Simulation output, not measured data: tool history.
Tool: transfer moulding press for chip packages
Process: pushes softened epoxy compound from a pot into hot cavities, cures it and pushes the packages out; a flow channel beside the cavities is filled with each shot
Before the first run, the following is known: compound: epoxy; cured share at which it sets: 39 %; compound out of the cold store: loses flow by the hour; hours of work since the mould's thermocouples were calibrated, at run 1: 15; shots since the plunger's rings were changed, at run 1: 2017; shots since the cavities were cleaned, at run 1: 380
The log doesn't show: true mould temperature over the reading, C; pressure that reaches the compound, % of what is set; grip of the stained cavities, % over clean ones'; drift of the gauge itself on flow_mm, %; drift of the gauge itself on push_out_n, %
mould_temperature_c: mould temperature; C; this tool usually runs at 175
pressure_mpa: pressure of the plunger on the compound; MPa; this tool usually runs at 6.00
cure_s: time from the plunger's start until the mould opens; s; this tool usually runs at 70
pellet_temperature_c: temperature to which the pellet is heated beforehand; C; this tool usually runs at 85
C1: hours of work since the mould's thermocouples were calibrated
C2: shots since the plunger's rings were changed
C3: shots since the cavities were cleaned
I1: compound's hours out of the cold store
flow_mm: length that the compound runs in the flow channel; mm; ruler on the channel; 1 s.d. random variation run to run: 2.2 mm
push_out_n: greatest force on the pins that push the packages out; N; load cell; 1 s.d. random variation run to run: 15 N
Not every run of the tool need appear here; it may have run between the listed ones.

{"run": 1, "hour": 0.0, "mould_temperature_c": 175, "pressure_mpa": 6.0, "cure_s": 70, "pellet_temperature_c": 85, "C1": 15, "C2": 2017, "C3": 380, "I1": 33.1, "flow_mm": 670, "push_out_n": 1023}
{"run": 2, "hour": 18.0, "mould_temperature_c": 175, "pressure_mpa": 7.23, "cure_s": 70, "pellet_temperature_c": 85, "C1": 26, "C2": 2314, "C3": 677, "I1": 35.9, "flow_mm": 723, "push_out_n": 1118}
{"hour": 22.2, "done": "cavities cleaned with cleaning compound and waxed"}
{"run": 3, "hour": 38.3, "mould_temperature_c": 175, "pressure_mpa": 6.0, "cure_s": 70, "pellet_temperature_c": 85, "C1": 39, "C2": 2622, "C3": 266, "I1": 11.3, "flow_mm": 720, "push_out_n": 986}
{"hour": 49.6, "done": "plunger's sealing rings changed"}
{"run": 4, "hour": 49.6, "mould_temperature_c": 175, "pressure_mpa": 6.0, "cure_s": 70, "pellet_temperature_c": 77, "C1": 44, "C2": 0, "C3": 410, "I1": 22.6, "flow_mm": 722, "push_out_n": 1093}
{"run": 5, "hour": 58.1, "mould_temperature_c": 175, "pressure_mpa": 6.0, "cure_s": 70, "pellet_temperature_c": 85, "C1": 50, "C2": 140, "C3": 550, "I1": 42.3, "flow_mm": 666, "push_out_n": 1063}
{"hour": 70.6, "done": "cavities cleaned with cleaning compound and waxed"}
{"run": 6, "hour": 70.8, "mould_temperature_c": 175, "pressure_mpa": 6.0, "cure_s": 70, "pellet_temperature_c": 85, "C1": 57, "C2": 323, "C3": 3, "I1": 36.5, "flow_mm": 681, "push_out_n": 676}
{"run": 7, "hour": 85.9, "mould_temperature_c": 175, "pressure_mpa": 6.0, "cure_s": 70, "pellet_temperature_c": 85, "C1": 67, "C2": 571, "C3": 251, "I1": 17.5, "flow_mm": 731, "push_out_n": 938}
{"run": 8, "hour": 103.6, "mould_temperature_c": 175, "pressure_mpa": 6.0, "cure_s": 70, "pellet_temperature_c": 85, "C1": 78, "C2": 862, "C3": 542, "I1": 33.3, "flow_mm": 685, "push_out_n": 1089}
{"run": 9, "hour": 112.9, "mould_temperature_c": 175, "pressure_mpa": 6.0, "cure_s": 70, "pellet_temperature_c": 85, "C1": 84, "C2": 1015, "C3": 695, "I1": 25.1, "flow_mm": 702, "push_out_n": 1164}
{"hour": 115.9, "done": "cavities cleaned with cleaning compound and waxed"}
{"run": 10, "hour": 128.8, "mould_temperature_c": 175, "pressure_mpa": 6.0, "cure_s": 70, "pellet_temperature_c": 81, "C1": 93, "C2": 1251, "C3": 212, "I1": 42.1, "flow_mm": 654, "push_out_n": 840}
{"run": 11, "hour": 144.5, "mould_temperature_c": 175, "pressure_mpa": 6.0, "cure_s": 70, "pellet_temperature_c": 81, "C1": 103, "C2": 1509, "C3": 470, "I1": 47.4, "flow_mm": 637, "push_out_n": 1019}
{"run": 12, "hour": 154.5, "mould_temperature_c": 175, "pressure_mpa": 6.0, "cure_s": 70, "pellet_temperature_c": 81, "C1": 110, "C2": 1673, "C3": 634, "I1": 24.2, "flow_mm": 696, "push_out_n": 1175}
{"hour": 160.3, "done": "cavities cleaned with cleaning compound and waxed"}
{"run": 13, "hour": 166.3, "mould_temperature_c": 175, "pressure_mpa": 6.0, "cure_s": 70, "pellet_temperature_c": 81, "C1": 116, "C2": 1841, "C3": 98, "I1": 16.4, "flow_mm": 715, "push_out_n": 841}
{"run": 14, "hour": 175.6, "mould_temperature_c": 175, "pressure_mpa": 6.0, "cure_s": 70, "pellet_temperature_c": 85, "C1": 122, "C2": 1995, "C3": 252, "I1": 14.7, "flow_mm": 722, "push_out_n": 974}
{"run": 15, "hour": 194.2, "mould_temperature_c": 175, "pressure_mpa": 6.0, "cure_s": 70, "pellet_temperature_c": 85, "C1": 134, "C2": 2299, "C3": 556, "I1": 34.9, "flow_mm": 659, "push_out_n": 1078}
{"hour": 205.2, "done": "cavities cleaned with cleaning compound and waxed"}
{"run": 16, "hour": 213.3, "mould_temperature_c": 175, "pressure_mpa": 6.0, "cure_s": 70, "pellet_temperature_c": 85, "C1": 146, "C2": 2589, "C3": 134, "I1": 47.8, "flow_mm": 626, "push_out_n": 787}
{"hour": 226.5, "done": "plunger's sealing rings changed"}
{"run": 17, "hour": 231.7, "mould_temperature_c": 176, "pressure_mpa": 6.0, "cure_s": 104, "pellet_temperature_c": 85, "C1": 156, "C2": 86, "C3": 395, "I1": 33.0, "flow_mm": 691, "push_out_n": 620}
{"run": 18, "hour": 246.2, "mould_temperature_c": 176, "pressure_mpa": 4.94, "cure_s": 104, "pellet_temperature_c": 83, "C1": 165, "C2": 324, "C3": 633, "I1": 34.6, "flow_mm": 623, "push_out_n": 706}
{"hour": 252.4, "done": "cavities cleaned with cleaning compound and waxed"}
{"run": 19, "hour": 255.7, "mould_temperature_c": 175, "pressure_mpa": 6.67, "cure_s": 74, "pellet_temperature_c": 85, "C1": 170, "C2": 454, "C3": 53, "I1": 42.3, "flow_mm": 703, "push_out_n": 649}
{"run": 20, "hour": 269.6, "mould_temperature_c": 175, "pressure_mpa": 6.67, "cure_s": 74, "pellet_temperature_c": 85, "C1": 179, "C2": 683, "C3": 282, "I1": 9.6, "flow_mm": 798, "push_out_n": 882}
{"run": 21, "hour": 279.5, "mould_temperature_c": 171, "pressure_mpa": 4.68, "cure_s": 70, "pellet_temperature_c": 85, "C1": 186, "C2": 846, "C3": 445, "I1": 8.1, "flow_mm": 688, "push_out_n": 1548}
{"run": 22, "hour": 290.0, "mould_temperature_c": 171, "pressure_mpa": 4.68, "cure_s": 70, "pellet_temperature_c": 85, "C1": 192, "C2": 1019, "C3": 618, "I1": 10.8, "flow_mm": 676, "push_out_n": 1674}
{"hour": 297.4, "done": "cavities cleaned with cleaning compound and waxed"}
{"run": 23, "hour": 310.9, "mould_temperature_c": 176, "pressure_mpa": 6.0, "cure_s": 104, "pellet_temperature_c": 90, "C1": 205, "C2": 1337, "C3": 223, "I1": 31.8, "flow_mm": 676, "push_out_n": 574}
{"run": 24, "hour": 321.0, "mould_temperature_c": 175, "pressure_mpa": 6.0, "cure_s": 70, "pellet_temperature_c": 95, "C1": 211, "C2": 1503, "C3": 389, "I1": 38.8, "flow_mm": 661, "push_out_n": 972}
{"run": 25, "hour": 332.9, "mould_temperature_c": 175, "pressure_mpa": 6.0, "cure_s": 70, "pellet_temperature_c": 94, "C1": 219, "C2": 1697, "C3": 583, "I1": 39.3, "flow_mm": 658, "push_out_n": 1073}
{"hour": 341.8, "done": "cavities cleaned with cleaning compound and waxed"}
{"run": 26, "hour": 344.1, "mould_temperature_c": 178, "pressure_mpa": 6.0, "cure_s": 70, "pellet_temperature_c": 83, "C1": 225, "C2": 1856, "C3": 37, "I1": 19.8, "flow_mm": 695, "push_out_n": 644}
{"run": 27, "hour": 356.1, "mould_temperature_c": 168, "pressure_mpa": 5.04, "cure_s": 56, "pellet_temperature_c": 89, "C1": 233, "C2": 2054, "C3": 235, "I1": 22.5, "flow_mm": 665, "push_out_n": 2347}
{"run": 28, "hour": 368.8, "mould_temperature_c": 183, "pressure_mpa": 6.84, "cure_s": 70, "pellet_temperature_c": 89, "C1": 241, "C2": 2262, "C3": 443, "I1": 23.7, "flow_mm": 710, "push_out_n": 711}
{"run": 29, "hour": 383.1, "mould_temperature_c": 178, "pressure_mpa": 6.85, "cure_s": 70, "pellet_temperature_c": 85, "C1": 250, "C2": 2498, "C3": 679, "I1": 21.2, "flow_mm": 734, "push_out_n": 1006}

Below are 3 alternative next runs, each starting from the tool's condition after run 29. Predict each:
{"hour": 386.9, "done": "cavities cleaned with cleaning compound and waxed"}
{"run": "A", "hour": 393.4, "mould_temperature_c": 175, "pressure_mpa": 7.08, "cure_s": 75, "pellet_temperature_c": 85, "C1": 256, "C2": 2642, "C3": 106, "I1": 47.3, "flow_mm": "?", "push_out_n": "?"}
{"hour": 386.9, "done": "cavities cleaned with cleaning compound and waxed"}
{"run": "B", "hour": 393.4, "mould_temperature_c": 178, "pressure_mpa": 6.0, "cure_s": 70, "pellet_temperature_c": 85, "C1": 256, "C2": 2642, "C3": 106, "I1": 42.6, "flow_mm": "?", "push_out_n": "?"}
{"hour": 386.9, "done": "cavities cleaned with cleaning compound and waxed"}
{"run": "C", "hour": 393.4, "mould_temperature_c": 178, "pressure_mpa": 4.93, "cure_s": 99, "pellet_temperature_c": 77, "C1": 256, "C2": 2642, "C3": 106, "I1": 27.0, "flow_mm": "?", "push_out_n": "?"}

run=A flow_mm=682 push_out_n=695
run=B flow_mm=628 push_out_n=652
run=C flow_mm=605 push_out_n=486
The same runs, with their run-to-run variation unchanged, on a tool lacking any hidden condition would have given:
run=A flow_mm=717 push_out_n=574
run=B flow_mm=660 push_out_n=540
run=C flow_mm=636 push_out_n=417
